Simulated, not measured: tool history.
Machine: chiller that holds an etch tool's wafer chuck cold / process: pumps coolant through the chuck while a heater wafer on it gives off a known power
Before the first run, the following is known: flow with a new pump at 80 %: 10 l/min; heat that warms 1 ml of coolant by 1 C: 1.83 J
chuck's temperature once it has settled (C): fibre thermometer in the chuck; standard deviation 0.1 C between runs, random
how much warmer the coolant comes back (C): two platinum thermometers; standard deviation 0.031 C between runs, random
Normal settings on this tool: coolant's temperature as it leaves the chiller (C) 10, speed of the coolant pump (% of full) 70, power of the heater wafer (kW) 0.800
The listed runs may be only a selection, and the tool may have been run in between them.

| run | hour | coolant's temperature as it leaves the chiller (C) | speed of the coolant pump (% of full) | power of the heater wafer (kW) | chuck's temperature once it has settled (C) | how much warmer the coolant comes back (C) |
|---|---|---|---|---|---|---|
| 1 | 0.0 | 10 | 70 | 0.800 | 20.1 | 3.03 |
| 2 | 32.3 | 10 | 70 | 0.800 | 20.2 | 3.01 |
| 3 | 61.5 | 10 | 70 | 0.800 | 20.3 | 2.99 |
| 4 | 94.6 | 10 | 70 | 0.800 | 20.3 | 3.02 |
| 5 | 118.9 | 10 | 70 | 0.800 | 20.2 | 3.01 |
| 6 | 136.3 | 10 | 70 | 0.800 | 20.1 | 3.04 |
| 7 | 161.7 | 10 | 74 | 0.800 | 19.7 | 2.85 |
| 8 | 196.3 | 10 | 74 | 0.800 | 19.7 | 2.88 |
| 9 | 224.4 | 2 | 65 | 0.996 | 15.7 | 4.08 |
| 10 | 253.5 | 2 | 65 | 0.996 | 15.5 | 4.11 |
| 11 | 284.9 | 2 | 65 | 0.996 | 15.7 | 4.10 |
| 12 | 308.0 | 2 | 63 | 0.867 | 14.1 | 3.72 |
| 13 | 326.8 | 17 | 63 | 0.867 | 29.1 | 3.65 |
| 14 | 343.0 | 19 | 63 | 0.867 | 31.1 | 3.70 |
| 15 | 364.4 | 15 | 70 | 0.403 | 20.2 | 1.54 |

Forecast each of these 5 alternatives for the next run:
| A | 400.5 | 15 | 70 | 1.161 | ? | ? |
| B | 400.5 | 10 | 94 | 0.668 | ? | ? |
| C | 400.5 | 4 | 86 | 0.814 | ? | ? |
| D | 400.5 | 4 | 78 | 1.091 | ? | ? |
| E | 400.5 | 5 | 96 | 0.717 | ? | ? |

| run | chuck's temperature once it has settled (C) | how much warmer the coolant comes back (C) |
|---|---|---|
| A | 29.9 | 4.38 |
| B | 16.8 | 1.84 |
| C | 12.8 | 2.46 |
| D | 16.6 | 3.68 |
| E | 12.2 | 1.93 |
Had the tool no hidden state, the same runs would have come out as:
| run | chuck's temperature once it has settled (C) | how much warmer the coolant comes back (C) |
|---|---|---|
| A | 28.5 | 4.35 |
| B | 15.9 | 1.83 |
| C | 11.8 | 2.45 |
| D | 15.4 | 3.66 |
| E | 11.3 | 1.92 |

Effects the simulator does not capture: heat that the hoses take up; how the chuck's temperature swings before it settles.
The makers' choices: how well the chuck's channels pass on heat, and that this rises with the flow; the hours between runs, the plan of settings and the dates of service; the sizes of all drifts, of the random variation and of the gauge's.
